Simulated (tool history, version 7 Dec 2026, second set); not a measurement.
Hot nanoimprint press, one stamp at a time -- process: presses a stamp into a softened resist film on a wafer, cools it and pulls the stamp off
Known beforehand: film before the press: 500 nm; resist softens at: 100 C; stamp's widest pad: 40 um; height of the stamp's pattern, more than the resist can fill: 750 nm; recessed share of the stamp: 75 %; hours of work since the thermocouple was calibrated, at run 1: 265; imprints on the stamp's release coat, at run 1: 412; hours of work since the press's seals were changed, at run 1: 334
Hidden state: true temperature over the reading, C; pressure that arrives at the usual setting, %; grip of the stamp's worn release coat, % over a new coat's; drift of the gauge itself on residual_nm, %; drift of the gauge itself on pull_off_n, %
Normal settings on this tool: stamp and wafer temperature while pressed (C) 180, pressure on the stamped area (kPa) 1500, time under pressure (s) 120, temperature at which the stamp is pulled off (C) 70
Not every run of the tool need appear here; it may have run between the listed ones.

run   hour  stamp and wafer temperature while pressed (C)  pressure on the stamped area (kPa)  time under pressure (s)  temperature at which the stamp is pulled off (C)  hours of work since the thermocouple was calibrated  imprints on the stamp's release coat  hours of work since the press's seals were changed  resist left under the stamp's widest pad (nm)  greatest force while the stamp is pulled off (N)
  1      0                                            180                                1500                      120                                                70                                                  265                                   412                                                 334                                          242.8                                               173
  2   18.9                                            180                                1500                      120                                                65                                                  278                                   470                                                 347                                          242.7                                               182
  3   37.9                                            180                                1500                      120                                                70                                                  291                                   529                                                 360                                          242.5                                               173
  4   51.9                                            180                                1500                      120                                                70                                                  300                                   572                                                 369                                          241.6                                               175
  5   72.3                                            180                                1500                      120                                                70                                                  314                                   635                                                 383                                          242.4                                               176
  6     87                                            180                                2260                      120                                                70                                                  324                                   680                                                 393                                            195                                               176
  7  110.9                                            180                                1500                      120                                                70                                                  340                                   753                                                 409                                          241.4                                               179
  8  125.1                                            180                                1500                      120                                                70                                                  349                                   797                                                 418                                          241.2                                               183
  9  140.6                                            180                                1500                      120                                                70                                                  360                                   845                                                 429                                          240.8                                               184
 10  153.5                                            180                                1500                      120                                                64                                                  368                                   884                                                 437                                          241.7                                               197
 11  166.1                                            180                                1500                      120                                                64                                                  377                                   923                                                 446                                          241.4                                               199
     170.2  -- plate thermocouple calibrated
 12  187.9                                            180                                1500                      120                                                70                                                   12                                   981                                                 458                                          248.3                                               191
     201.4  -- stamp cleaned and given a new release coat
 13    215                                            180                                1500                      120                                                70                                                   26                                    41                                                 473                                          247.3                                               165
 14  225.9                                            180                                1500                      120                                                70                                                   33                                    75                                                 480                                          247.4                                               165
 15  245.5                                            180                                1500                      170                                                70                                                   47                                   135                                                 493                                          221.1                                               166
 16    259                                            175                                2290                       74                                                65                                                   56                                   177                                                 502                                          271.7                                               178
 17  281.4                                            169                                1640                      120                                                70                                                   71                                   245                                                 517                                          323.2                                               168
 18    303                                            175                                1500                       86                                                58                                                   85                                   312                                                 532                                          312.1                                               192
 19    318                                            175                                1500                       86                                                58                                                   95                                   358                                                 542                                          312.6                                               195
 20  338.3                                            180                                 980                      120                                                70                                                  109                                   420                                                 555                                          301.5                                               172
 21  352.2                                            189                                2010                      211                                                70                                                  118                                   463                                                 565                                          132.1                                               175
 22  366.3                                            180                                1870                      111                                                70                                                  128                                   506                                                 574                                          225.9                                               176
 23  387.1                                            174                                1500                       71                                                70                                                  142                                   571                                                 588                                          336.2                                               174
 24  403.6                                            180                                1500                       73                                                67                                                  153                                   621                                                 599                                            287                                               185
 25  419.6                                            180                                2370                      216                                                66                                                  164                                   670                                                 610                                          156.5                                               189
 26  436.9                                            180                                2370                      202                                                66                                                  175                                   724                                                 622                                          159.4                                               192
 27  460.2                                            174                                1500                      214                                                65                                                  191                                   795                                                 637                                          242.6                                               195
 28  475.9                                            169                                2040                      214                                                69                                                  201                                   843                                                 648                                          244.7                                               187
 29  491.3                                            168                                2040                      214                                                69                                                  212                                   891                                                 658                                          252.5                                               189

For each entry between runs, how does the tool's hidden state at the last listed run before it compare with that at the first listed run after it?
After run 11, before run 12: plate thermocouple calibrated (hour 170.2)
  true temperature over the reading, C: 1.07 -> 0.05; pressure that arrives at the usual setting, %: 98.43 -> 98.38; grip of the stamp's worn release coat, % over a new coat's: 14.8 -> 15.7
  measured value less the no-hidden-state value, resist left under the stamp's widest pad (nm): -5.4 -> +1.7; greatest force while the stamp is pulled off (N): +24 -> +26
After run 12, before run 13: stamp cleaned and given a new release coat (hour 201.4)
  true temperature over the reading, C: 0.05 -> 0.09; pressure that arrives at the usual setting, %: 98.38 -> 98.35; grip of the stamp's worn release coat, % over a new coat's: 15.7 -> 0.7
  measured value less the no-hidden-state value, resist left under the stamp's widest pad (nm): +1.7 -> +1.5; greatest force while the stamp is pulled off (N): +26 -> +1
